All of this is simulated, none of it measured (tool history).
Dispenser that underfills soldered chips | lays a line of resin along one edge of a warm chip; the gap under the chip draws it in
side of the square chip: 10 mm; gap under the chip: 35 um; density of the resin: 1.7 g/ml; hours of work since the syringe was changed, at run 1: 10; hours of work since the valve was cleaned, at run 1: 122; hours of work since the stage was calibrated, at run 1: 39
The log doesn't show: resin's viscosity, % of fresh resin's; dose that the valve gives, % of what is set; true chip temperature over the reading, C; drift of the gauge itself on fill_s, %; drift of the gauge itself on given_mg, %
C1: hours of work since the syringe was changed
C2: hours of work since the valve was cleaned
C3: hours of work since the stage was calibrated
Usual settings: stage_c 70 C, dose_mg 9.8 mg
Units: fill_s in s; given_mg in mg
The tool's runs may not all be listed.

{"run": 1, "hour": 0.0, "stage_c": 70, "dose_mg": 9.8, "C1": 10, "C2": 122, "C3": 39, "fill_s": 109.5, "given_mg": 8.77}
{"hour": 2.5, "done": "new syringe of resin"}
{"run": 2, "hour": 6.5, "stage_c": 70, "dose_mg": 11.51, "C1": 3, "C2": 126, "C3": 43, "fill_s": 81.8, "given_mg": 10.19}
{"run": 3, "hour": 13.6, "stage_c": 70, "dose_mg": 10.66, "C1": 7, "C2": 131, "C3": 48, "fill_s": 97.5, "given_mg": 9.43}
{"hour": 18.6, "done": "dispensing valve cleaned and set on the balance"}
{"hour": 20.5, "done": "new syringe of resin"}
{"run": 4, "hour": 22.2, "stage_c": 62, "dose_mg": 9.8, "C1": 1, "C2": 2, "C3": 52, "fill_s": 99.5, "given_mg": 9.7}
{"run": 5, "hour": 27.8, "stage_c": 68, "dose_mg": 9.8, "C1": 5, "C2": 6, "C3": 56, "fill_s": 96.4, "given_mg": 9.81}
{"run": 6, "hour": 34.8, "stage_c": 68, "dose_mg": 9.8, "C1": 9, "C2": 11, "C3": 61, "fill_s": 114, "given_mg": 9.69}
{"hour": 37.5, "done": "new syringe of resin"}
{"run": 7, "hour": 39.5, "stage_c": 68, "dose_mg": 9.8, "C1": 1, "C2": 13, "C3": 64, "fill_s": 84, "given_mg": 9.71}
{"run": 8, "hour": 45.0, "stage_c": 68, "dose_mg": 9.8, "C1": 5, "C2": 17, "C3": 67, "fill_s": 94.7, "given_mg": 9.64}
{"run": 9, "hour": 49.6, "stage_c": 68, "dose_mg": 10.15, "C1": 8, "C2": 20, "C3": 70, "fill_s": 105.6, "given_mg": 9.91}
{"hour": 54.5, "done": "new syringe of resin"}
{"run": 10, "hour": 56.9, "stage_c": 70, "dose_mg": 9.8, "C1": 2, "C2": 25, "C3": 75, "fill_s": 77.2, "given_mg": 9.49}
{"run": 11, "hour": 60.5, "stage_c": 70, "dose_mg": 9.8, "C1": 4, "C2": 27, "C3": 77, "fill_s": 84.9, "given_mg": 9.49}
{"run": 12, "hour": 68.7, "stage_c": 70, "dose_mg": 9.8, "C1": 9, "C2": 33, "C3": 83, "fill_s": 104.6, "given_mg": 9.47}
{"hour": 71.1, "done": "new syringe of resin"}
{"run": 13, "hour": 76.8, "stage_c": 70, "dose_mg": 8.75, "C1": 4, "C2": 38, "C3": 88, "fill_s": 86.3, "given_mg": 8.49}
{"run": 14, "hour": 83.9, "stage_c": 70, "dose_mg": 8.75, "C1": 8, "C2": 42, "C3": 93, "fill_s": 103.3, "given_mg": 8.36}
{"hour": 88.0, "done": "new syringe of resin"}
{"run": 15, "hour": 88.8, "stage_c": 70, "dose_mg": 10.6, "C1": 1, "C2": 45, "C3": 96, "fill_s": 72.3, "given_mg": 10.26}
{"run": 16, "hour": 94.4, "stage_c": 70, "dose_mg": 11.96, "C1": 4, "C2": 49, "C3": 99, "fill_s": 82.8, "given_mg": 11.39}
{"run": 17, "hour": 98.2, "stage_c": 70, "dose_mg": 11.96, "C1": 7, "C2": 52, "C3": 102, "fill_s": 93.2, "given_mg": 11.39}
{"run": 18, "hour": 102.2, "stage_c": 70, "dose_mg": 9.8, "C1": 9, "C2": 54, "C3": 104, "fill_s": 104.8, "given_mg": 9.35}
{"hour": 104.9, "done": "new syringe of resin"}
{"run": 19, "hour": 108.9, "stage_c": 70, "dose_mg": 9.8, "C1": 3, "C2": 59, "C3": 109, "fill_s": 80.9, "given_mg": 9.17}
{"run": 20, "hour": 115.5, "stage_c": 70, "dose_mg": 8.85, "C1": 7, "C2": 63, "C3": 113, "fill_s": 98.3, "given_mg": 8.31}
{"hour": 122.0, "done": "new syringe of resin"}
{"run": 21, "hour": 123.5, "stage_c": 70, "dose_mg": 8.85, "C1": 1, "C2": 68, "C3": 118, "fill_s": 75.6, "given_mg": 8.29}
{"run": 22, "hour": 130.3, "stage_c": 70, "dose_mg": 8.85, "C1": 5, "C2": 72, "C3": 123, "fill_s": 90.4, "given_mg": 8.15}
{"hour": 138.6, "done": "new syringe of resin"}
{"run": 23, "hour": 138.8, "stage_c": 70, "dose_mg": 8.85, "C1": 0, "C2": 78, "C3": 128, "fill_s": 73.7, "given_mg": 8.24}
{"run": 24, "hour": 144.2, "stage_c": 59, "dose_mg": 9.02, "C1": 4, "C2": 81, "C3": 132, "fill_s": 123.6, "given_mg": 8.29}
{"run": 25, "hour": 148.1, "stage_c": 84, "dose_mg": 9.94, "C1": 6, "C2": 84, "C3": 134, "fill_s": 57.6, "given_mg": 9.06}
{"hour": 155.4, "done": "new syringe of resin"}
{"run": 26, "hour": 156.3, "stage_c": 68, "dose_mg": 8.53, "C1": 1, "C2": 89, "C3": 139, "fill_s": 83.1, "given_mg": 7.7}
{"run": 27, "hour": 161.8, "stage_c": 69, "dose_mg": 10.87, "C1": 4, "C2": 93, "C3": 143, "fill_s": 88.6, "given_mg": 9.89}
{"run": 28, "hour": 166.5, "stage_c": 72, "dose_mg": 10.28, "C1": 7, "C2": 96, "C3": 146, "fill_s": 89.7, "given_mg": 9.4}
{"run": 29, "hour": 171.1, "stage_c": 61, "dose_mg": 9.74, "C1": 10, "C2": 99, "C3": 149, "fill_s": 150.8, "given_mg": 8.81}
{"hour": 172.0, "done": "new syringe of resin"}
{"run": 30, "hour": 175.3, "stage_c": 61, "dose_mg": 9.74, "C1": 2, "C2": 102, "C3": 152, "fill_s": 107.6, "given_mg": 8.91}
{"run": 31, "hour": 182.6, "stage_c": 66, "dose_mg": 9.74, "C1": 7, "C2": 106, "C3": 157, "fill_s": 108.8, "given_mg": 8.83}
{"hour": 188.7, "done": "new syringe of resin"}
{"run": 32, "hour": 189.0, "stage_c": 67, "dose_mg": 8.81, "C1": 0, "C2": 111, "C3": 161, "fill_s": 84.7, "given_mg": 7.91}
{"run": 33, "hour": 197.0, "stage_c": 70, "dose_mg": 11.74, "C1": 5, "C2": 116, "C3": 166, "fill_s": 88.8, "given_mg": 10.58}
{"run": 34, "hour": 204.3, "stage_c": 70, "dose_mg": 11.74, "C1": 10, "C2": 121, "C3": 171, "fill_s": 107.8, "given_mg": 10.48}
{"hour": 205.3, "done": "new syringe of resin"}
{"run": 35, "hour": 210.4, "stage_c": 70, "dose_mg": 11.74, "C1": 3, "C2": 124, "C3": 175, "fill_s": 81.1, "given_mg": 10.23}

How the hidden state differs across the entries between the runs, from the last listed run before each to the first after it:
Between runs 1 and 2: new syringe of resin (hour 2.5)
  resin's viscosity, % of fresh resin's: 146.6 -> 109.1; dose that the valve gives, % of what is set: 89.44 -> 89.06; true chip temperature over the reading, C: 0.28 -> 0.31
  measured less the result without the state, fill_s: +35.3 -> +6.5 s; given_mg: -1.03 -> -1.26 mg
Between runs 3 and 4: dispensing valve cleaned and set on the balance (hour 18.6); new syringe of resin (hour 20.5)
  resin's viscosity, % of fresh resin's: 131.2 -> 105; dose that the valve gives, % of what is set: 88.65 -> 99.75; true chip temperature over the reading, C: 0.35 -> 0.38
  measured less the result without the state, fill_s: +23 -> +3.5 s; given_mg: -1.21 -> -0.03 mg
Between runs 6 and 7: new syringe of resin (hour 37.5)
  resin's viscosity, % of fresh resin's: 145.3 -> 107; dose that the valve gives, % of what is set: 98.98 -> 98.69; true chip temperature over the reading, C: 0.44 -> 0.46
  measured less the result without the state, fill_s: +34.4 -> +4.4 s; given_mg: -0.1 -> -0.13 mg
Between runs 9 and 10: new syringe of resin (hour 54.5)
  resin's viscosity, % of fresh resin's: 138.4 -> 106; dose that the valve gives, % of what is set: 98.13 -> 97.69; true chip temperature over the reading, C: 0.52 -> 0.55
  measured less the result without the state, fill_s: +28.2 -> +3.2 s; given_mg: -0.19 -> -0.22 mg
Between runs 12 and 13: new syringe of resin (hour 71.1)
  resin's viscosity, % of fresh resin's: 143.4 -> 115.2; dose that the valve gives, % of what is set: 96.97 -> 96.49; true chip temperature over the reading, C: 0.61 -> 0.65
  measured less the result without the state, fill_s: +30.3 -> +10.3 s; given_mg: -0.3 -> -0.31 mg
Between runs 14 and 15: new syringe of resin (hour 88)
  resin's viscosity, % of fresh resin's: 138 -> 101.1; dose that the valve gives, % of what is set: 96.04 -> 95.77; true chip temperature over the reading, C: 0.69 -> 0.71
  measured less the result without the state, fill_s: +27.3 -> -0.8 s; given_mg: -0.35 -> -0.45 mg
Between runs 18 and 19: new syringe of resin (hour 104.9)
  resin's viscosity, % of fresh resin's: 142.4 -> 110.9; dose that the valve gives, % of what is set: 94.94 -> 94.58; true chip temperature over the reading, C: 0.78 -> 0.81
  measured less the result without the state, fill_s: +29.7 -> +6.4 s; given_mg: -0.5 -> -0.53 mg
Between runs 20 and 21: new syringe of resin (hour 122)
  resin's viscosity, % of fresh resin's: 131.4 -> 102.7; dose that the valve gives, % of what is set: 94.2 -> 93.72; true chip temperature over the reading, C: 0.85 -> 0.89
  measured less the result without the state, fill_s: +22.3 -> +0.7 s; given_mg: -0.52 -> -0.55 mg
Between runs 22 and 23: new syringe of resin (hour 138.6)
  resin's viscosity, % of fresh resin's: 122.3 -> 99.5; dose that the valve gives, % of what is set: 93.31 -> 92.88; true chip temperature over the reading, C: 0.92 -> 0.97
  measured less the result without the state, fill_s: +15.3 -> -1.7 s; given_mg: -0.59 -> -0.63 mg
Between runs 25 and 26: new syringe of resin (hour 155.4)
  resin's viscosity, % of fresh resin's: 126.4 -> 102.4; dose that the valve gives, % of what is set: 92.33 -> 91.85; true chip temperature over the reading, C: 1.01 -> 1.05
  measured less the result without the state, fill_s: +11.1 -> +0.7 s; given_mg: -0.76 -> -0.69 mg
Between runs 29 and 30: new syringe of resin (hour 172)
  resin's viscosity, % of fresh resin's: 149.9 -> 108.6; dose that the valve gives, % of what is set: 90.98 -> 90.76; true chip temperature over the reading, C: 1.13 -> 1.15
  measured less the result without the state, fill_s: +47.2 -> +5.7 s; given_mg: -0.87 -> -0.9 mg
Between runs 31 and 32: new syringe of resin (hour 188.7)
  resin's viscosity, % of fresh resin's: 130.8 -> 102.2; dose that the valve gives, % of what is set: 90.3 -> 89.94; true chip temperature over the reading, C: 1.19 -> 1.22
  measured less the result without the state, fill_s: +23.3 -> +0.3 s; given_mg: -0.95 -> -0.89 mg
Between runs 34 and 35: new syringe of resin (hour 205.3)
  resin's viscosity, % of fresh resin's: 151.3 -> 113.2; dose that the valve gives, % of what is set: 88.99 -> 88.63; true chip temperature over the reading, C: 1.3 -> 1.33
  measured less the result without the state, fill_s: +33.7 -> +6.7 s; given_mg: -1.28 -> -1.32 mg
